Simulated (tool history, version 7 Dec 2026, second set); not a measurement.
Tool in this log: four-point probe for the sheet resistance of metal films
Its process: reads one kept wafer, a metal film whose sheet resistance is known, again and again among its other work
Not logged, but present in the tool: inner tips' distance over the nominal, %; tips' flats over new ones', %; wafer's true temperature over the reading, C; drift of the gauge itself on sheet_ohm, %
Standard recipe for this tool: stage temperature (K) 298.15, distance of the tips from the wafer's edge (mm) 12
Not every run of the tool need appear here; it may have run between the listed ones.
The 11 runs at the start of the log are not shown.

run,day,stage temperature (K),distance of the tips from the wafer's edge (mm),touches since the probe head was changed,hours of work since the stage's thermometer was calibrated,sheet resistance as the instrument gives it (ohm/square)
12,12.5,298.15,21,67225,869,21.965803
13,13.146,298.15,21,67998,880,21.966583
14,14.479,298.15,12,69590,901,21.987175
15,15.321,298.15,12,70594,915,21.976694
16,16.746,298.15,12,72300,938,21.991105
# day 16.871: stage's thermometer calibrated
17,17.446,298.15,12,73114,9,21.977312
18,18.208,298.15,12,74024,21,21.974574
19,19.283,298.15,13,75307,39,21.966751
20,20.375,298.15,13,76615,56,21.974862
21,21.362,295.15,5,77794,72,22.225938
22,22.508,295.15,24,79164,90,22.043497
23,23.546,295.15,56,80406,107,22.035563

Run 24 comes next. What will it give?
24,24.671,295.15,40,81752,125,?

sheet resistance as the instrument gives it (ohm/square): 22.035999
Without the tool's hidden state the same run would have given sheet resistance as the instrument gives it (ohm/square) 22.118888.
